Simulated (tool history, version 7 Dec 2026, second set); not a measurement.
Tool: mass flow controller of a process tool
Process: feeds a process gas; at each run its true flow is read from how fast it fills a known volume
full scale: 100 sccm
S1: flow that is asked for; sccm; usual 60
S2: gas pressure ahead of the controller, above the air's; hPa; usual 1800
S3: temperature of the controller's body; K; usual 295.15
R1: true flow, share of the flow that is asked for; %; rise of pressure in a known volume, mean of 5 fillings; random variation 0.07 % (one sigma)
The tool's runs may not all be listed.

run,hour,S1,S2,S3,R1
1,0.0,60,1800,295.15,98.43
2,63.5,60,1800,295.15,98.41
3,132.0,60,1800,303.15,98.67
4,230.8,60,1800,303.15,98.54
5,297.3,60,1800,303.15,98.40
6,373.6,60,1800,303.15,98.13
7,463.4,60,1800,303.15,98.10
8,542.2,60,1800,295.15,97.34
9,638.4,60,1800,295.15,97.09
10,723.7,12,1800,295.15,95.45
11,801.4,12,1800,295.15,95.23
12,860.0,60,1800,299.15,96.85
13,936.3,60,1800,299.15,98.69
14,999.3,33,1550,299.15,97.61
15,1073.9,13,1520,296.15,96.73
16,1120.9,13,1520,296.15,96.65
17,1187.8,20,1800,297.15,96.85
18,1288.9,64,2180,298.15,98.05
19,1378.5,64,2180,298.15,97.97
20,1475.0,16,1960,300.15,96.46
21,1534.7,60,1910,295.15,97.24
22,1592.5,60,1660,295.15,97.12
23,1638.2,46,1990,306.15,97.13
24,1721.0,36,1810,306.15,96.67
25,1808.8,36,1810,306.15,96.58
26,1860.9,36,1810,306.15,96.42

Not shown: 1 entry that the log had between the listed runs. Between which runs, and how does the tool's hidden state differ before and after?
Between runs 12 and 13: gauge calibrated (hour 919.3)
  drift of the gauge itself on true_pct, %: -1.85 -> -0.04
  measured less the result without the state, R1: -1.83 -> -0.03 %

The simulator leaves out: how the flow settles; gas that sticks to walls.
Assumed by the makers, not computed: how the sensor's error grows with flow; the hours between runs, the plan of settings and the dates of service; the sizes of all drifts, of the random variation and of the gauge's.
